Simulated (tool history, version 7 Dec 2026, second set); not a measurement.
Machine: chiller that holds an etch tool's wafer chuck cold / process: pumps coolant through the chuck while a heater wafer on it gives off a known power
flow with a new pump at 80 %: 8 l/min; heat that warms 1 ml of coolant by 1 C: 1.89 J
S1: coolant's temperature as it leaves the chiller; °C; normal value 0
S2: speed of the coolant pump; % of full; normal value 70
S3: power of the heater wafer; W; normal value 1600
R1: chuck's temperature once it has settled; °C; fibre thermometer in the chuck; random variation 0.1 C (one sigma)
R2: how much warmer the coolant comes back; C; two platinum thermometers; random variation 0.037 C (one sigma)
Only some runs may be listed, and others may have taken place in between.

run    hour  S1  S2    S3    R1    R2
  1     0.0   0  70  1600  15.3  7.27
  2   122.5   0  70  1600  15.3  7.32
  3   204.1   0  70  1600  15.3  7.28
  4   352.2   0  70  1600  15.5  7.32
  5   489.2   0  70  1600  15.2  7.34
  6   630.2   0  70  1600  15.7  7.30
  7   739.6   0  70  1600  15.5  7.33
  8   880.5   0  63  1600  16.6  8.10
  9   987.1   9  70  1600  24.5  7.33
      996.2  -- chiller's thermometer calibrated
 10  1121.9   9  70  1600  25.0  7.36
 11  1266.7   9  70  1600  25.0  7.36
 12  1355.2   0  98  1600  13.0  5.31
     1374.8  -- chiller's thermometer calibrated, once more
 13  1484.9   0  98  1127   8.7  3.71
 14  1588.2  -1  80  1380  11.3  5.62
 15  1693.0   0  79  1600  14.2  6.59
 16  1844.7  -5  70   860   3.1  3.95
 17  1971.3  -8  88  1534   4.7  5.68
 18  2054.5  -8  89  1534   5.0  5.66
 19  2142.4  -8  85  1534   5.2  5.85
 20  2290.0   6  85   885  13.7  3.39

Run 21 comes next. What will it give?
 21  2402.6  -3  81  845   ?   ?

{"run 21": {"R1": 4.5, "R2": 3.39}}
Were there no unlogged condition in the tool, this run, its random variation unchanged, would have produced R1 3.8 °C, R2 3.31 C.

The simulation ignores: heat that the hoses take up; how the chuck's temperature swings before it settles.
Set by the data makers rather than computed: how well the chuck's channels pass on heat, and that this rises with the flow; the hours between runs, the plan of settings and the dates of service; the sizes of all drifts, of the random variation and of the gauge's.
